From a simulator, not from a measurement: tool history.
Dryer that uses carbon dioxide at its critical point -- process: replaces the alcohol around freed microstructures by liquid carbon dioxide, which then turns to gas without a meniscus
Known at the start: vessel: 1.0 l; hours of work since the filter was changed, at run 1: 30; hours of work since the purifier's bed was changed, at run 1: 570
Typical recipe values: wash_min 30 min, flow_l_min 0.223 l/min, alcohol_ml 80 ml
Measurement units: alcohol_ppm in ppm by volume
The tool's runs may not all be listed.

| run | hour | wash_min | flow_l_min | alcohol_ml | hours of work since the filter was changed | hours of work since the purifier's bed was changed | alcohol_ppm |
|---|---|---|---|---|---|---|---|
| 1 | 0.0 | 30 | 0.223 | 80 | 30 | 570 | 353 |
| 2 | 53.5 | 42 | 0.223 | 80 | 56 | 596 | 169 |
| 3 | 114.4 | 42 | 0.223 | 80 | 85 | 625 | 189 |
| 4 | 175.8 | 42 | 0.182 | 80 | 115 | 655 | 288 |
| 5 | 230.6 | 42 | 0.182 | 80 | 141 | 682 | 285 |
| 6 | 261.7 | 42 | 0.182 | 80 | 157 | 697 | 293 |
| 7 | 301.6 | 30 | 0.223 | 80 | 176 | 716 | 453 |
| 8 | 362.1 | 30 | 0.223 | 29 | 205 | 745 | 277 |
| 9 | 421.0 | 42 | 0.223 | 49 | 234 | 774 | 216 |
| 10 | 473.5 | 42 | 0.223 | 49 | 259 | 799 | 207 |
| 11 | 503.0 | 30 | 0.181 | 21 | 273 | 813 | 461 |

5 options for the next run, each taken on its own from the tool as it stands now. Forecast them:
| A | 570.7 | 30 | 0.181 | 69 | 306 | 846 | ? |
| B | 570.7 | 46 | 0.262 | 24 | 306 | 846 | ? |
| C | 570.7 | 30 | 0.152 | 22 | 306 | 846 | ? |
| D | 570.7 | 38 | 0.239 | 21 | 306 | 846 | ? |
| E | 570.7 | 33 | 0.137 | 21 | 306 | 846 | ? |

| run | alcohol_ppm |
|---|---|
| A | 1156 |
| B | 197 |
| C | 813 |
| D | 200 |
| E | 808 |
The same runs, with their run-to-run variation unchanged, on a tool lacking any hidden condition would have given:
| run | alcohol_ppm |
|---|---|
| A | 610 |
| B | 6 |
| C | 424 |
| D | 1 |
| E | 428 |

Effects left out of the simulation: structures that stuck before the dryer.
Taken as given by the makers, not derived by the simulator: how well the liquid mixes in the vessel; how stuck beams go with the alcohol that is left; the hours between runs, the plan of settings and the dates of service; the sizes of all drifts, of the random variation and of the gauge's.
